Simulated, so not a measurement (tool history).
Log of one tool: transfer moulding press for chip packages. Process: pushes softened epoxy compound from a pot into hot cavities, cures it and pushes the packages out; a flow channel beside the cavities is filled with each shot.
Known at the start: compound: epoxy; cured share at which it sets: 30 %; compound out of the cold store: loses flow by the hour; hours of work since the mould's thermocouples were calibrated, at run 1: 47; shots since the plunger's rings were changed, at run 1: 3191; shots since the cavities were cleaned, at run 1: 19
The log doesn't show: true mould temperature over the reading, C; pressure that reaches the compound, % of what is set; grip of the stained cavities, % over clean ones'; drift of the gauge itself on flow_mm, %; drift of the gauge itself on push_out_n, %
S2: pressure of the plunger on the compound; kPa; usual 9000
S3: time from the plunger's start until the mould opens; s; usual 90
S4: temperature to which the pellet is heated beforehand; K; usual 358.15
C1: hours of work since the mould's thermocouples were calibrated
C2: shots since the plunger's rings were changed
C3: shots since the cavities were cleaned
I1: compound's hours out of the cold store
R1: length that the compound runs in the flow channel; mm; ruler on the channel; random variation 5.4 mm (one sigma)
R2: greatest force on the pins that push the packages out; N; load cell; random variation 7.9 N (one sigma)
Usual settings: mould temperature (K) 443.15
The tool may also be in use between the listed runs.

run 1 hour=0.0 | mould_temperature_(K)=443.15 S2=9000 S3=90 S4=358.15 | C1=47 C2=3191 C3=19 | I1=31.8 | R1=493 R2=350
run 2 hour=55.3 | mould_temperature_(K)=443.15 S2=9000 S3=90 S4=358.15 | C1=70 C2=3636 C3=464 | I1=19.9 | R1=511 R2=542
-- hour=72.7 cavities cleaned with cleaning compound and waxed
run 3 hour=80.8 | mould_temperature_(K)=443.15 S2=9000 S3=90 S4=351.15 | C1=80 C2=3829 C3=65 | I1=31.7 | R1=484 R2=365
run 4 hour=138.6 | mould_temperature_(K)=443.15 S2=10550 S3=90 S4=358.15 | C1=105 C2=4295 C3=531 | I1=27.8 | R1=535 R2=582
-- hour=148.1 plunger's sealing rings changed
-- hour=149.6 cavities cleaned with cleaning compound and waxed
run 5 hour=188.1 | mould_temperature_(K)=443.15 S2=10550 S3=90 S4=358.15 | C1=124 C2=309 C3=309 | I1=12.5 | R1=615 R2=499
run 6 hour=211.8 | mould_temperature_(K)=443.15 S2=10550 S3=90 S4=358.15 | C1=134 C2=500 C3=500 | I1=44.6 | R1=537 R2=533
-- hour=226.1 cavities cleaned with cleaning compound and waxed
run 7 hour=242.7 | mould_temperature_(K)=443.15 S2=9000 S3=90 S4=364.15 | C1=146 C2=737 C3=134 | I1=18.0 | R1=539 R2=397
-- hour=247.9 mould's thermocouples calibrated
run 8 hour=292.0 | mould_temperature_(K)=443.15 S2=9000 S3=90 S4=364.15 | C1=19 C2=1117 C3=514 | I1=15.9 | R1=539 R2=539
-- hour=303.9 cavities cleaned with cleaning compound and waxed
run 9 hour=326.3 | mould_temperature_(K)=444.15 S2=9000 S3=90 S4=358.15 | C1=33 C2=1382 C3=181 | I1=15.2 | R1=542 R2=399
-- hour=377.8 cavities cleaned with cleaning compound and waxed
run 10 hour=377.8 | mould_temperature_(K)=444.15 S2=9000 S3=90 S4=358.15 | C1=54 C2=1783 C3=0 | I1=41.6 | R1=496 R2=323
-- hour=398.2 mould's thermocouples calibrated, once more
run 11 hour=423.4 | mould_temperature_(K)=444.15 S2=9000 S3=90 S4=358.15 | C1=11 C2=2134 C3=351 | I1=27.5 | R1=508 R2=481
-- hour=454.7 cavities cleaned with cleaning compound and waxed
run 12 hour=480.3 | mould_temperature_(K)=444.15 S2=9000 S3=90 S4=358.15 | C1=34 C2=2580 C3=206 | I1=46.6 | R1=475 R2=406
run 13 hour=509.5 | mould_temperature_(K)=444.15 S2=9000 S3=90 S4=358.15 | C1=47 C2=2815 C3=441 | I1=19.0 | R1=514 R2=517
-- hour=528.5 cavities cleaned with cleaning compound and waxed
run 14 hour=553.7 | mould_temperature_(K)=444.15 S2=9000 S3=90 S4=358.15 | C1=65 C2=3159 C3=203 | I1=26.0 | R1=500 R2=421
-- hour=603.0 cavities cleaned with cleaning compound and waxed
run 15 hour=610.0 | mould_temperature_(K)=441.15 S2=9000 S3=84 S4=358.15 | C1=88 C2=3600 C3=57 | I1=25.0 | R1=507 R2=470
run 16 hour=656.7 | mould_temperature_(K)=437.15 S2=9000 S3=84 S4=358.15 | C1=108 C2=3976 C3=433 | I1=38.2 | R1=489 R2=862
-- hour=678.5 cavities cleaned with cleaning compound and waxed
-- hour=710.7 plunger's sealing rings changed
run 17 hour=715.4 | mould_temperature_(K)=437.15 S2=9000 S3=84 S4=358.15 | C1=131 C2=38 C3=277 | I1=23.0 | R1=558 R2=776
-- hour=754.4 cavities cleaned with cleaning compound and waxed
run 18 hour=768.4 | mould_temperature_(K)=441.15 S2=9000 S3=84 S4=349.15 | C1=153 C2=452 C3=113 | I1=15.3 | R1=555 R2=534
run 19 hour=799.9 | mould_temperature_(K)=441.15 S2=9000 S3=111 S4=362.15 | C1=166 C2=705 C3=366 | I1=19.0 | R1=538 R2=444
-- hour=828.7 cavities cleaned with cleaning compound and waxed
run 20 hour=828.7 | mould_temperature_(K)=441.15 S2=9000 S3=130 S4=362.15 | C1=178 C2=924 C3=0 | I1=21.7 | R1=531 R2=286
run 21 hour=882.9 | mould_temperature_(K)=435.15 S2=7560 S3=111 S4=352.15 | C1=201 C2=1361 C3=437 | I1=14.4 | R1=520 R2=579
-- hour=904.6 cavities cleaned with cleaning compound and waxed
run 22 hour=935.4 | mould_temperature_(K)=435.15 S2=9840 S3=111 S4=352.15 | C1=222 C2=1771 C3=248 | I1=14.3 | R1=586 R2=506
-- hour=979.8 cavities cleaned with cleaning compound and waxed
run 23 hour=995.1 | mould_temperature_(K)=435.15 S2=9840 S3=111 S4=352.15 | C1=247 C2=2240 C3=123 | I1=26.3 | R1=555 R2=451
run 24 hour=1033.0 | mould_temperature_(K)=435.15 S2=9840 S3=111 S4=352.15 | C1=263 C2=2545 C3=428 | I1=22.3 | R1=568 R2=580
-- hour=1053.3 cavities cleaned with cleaning compound and waxed
run 25 hour=1062.3 | mould_temperature_(K)=435.15 S2=9900 S3=119 S4=352.15 | C1=275 C2=2768 C3=72 | I1=47.8 | R1=514 R2=362

4 ways to go on from here, each from the tool as it stands after run 25. What would each give?
run A hour=1096.0 | mould_temperature_(K)=443.15 S2=9000 S3=90 S4=360.15 | C1=289 C2=3039 C3=343 | I1=30.9 | R1=? R2=?
run B hour=1096.0 | mould_temperature_(K)=443.15 S2=9000 S3=90 S4=365.15 | C1=289 C2=3039 C3=343 | I1=47.9 | R1=? R2=?
run C hour=1096.0 | mould_temperature_(K)=435.15 S2=9940 S3=109 S4=350.15 | C1=289 C2=3039 C3=343 | I1=11.4 | R1=? R2=?
run D hour=1096.0 | mould_temperature_(K)=446.15 S2=6830 S3=105 S4=358.15 | C1=289 C2=3039 C3=343 | I1=39.4 | R1=? R2=?

run=A R1=499 R2=494
run=B R1=464 R2=468
run=C R1=579 R2=591
run=D R1=413 R2=429
Without the tool's hidden state the same runs would have given:
run=A R1=533 R2=336
run=B R1=497 R2=318
run=C R1=620 R2=404
run=D R1=443 R2=288
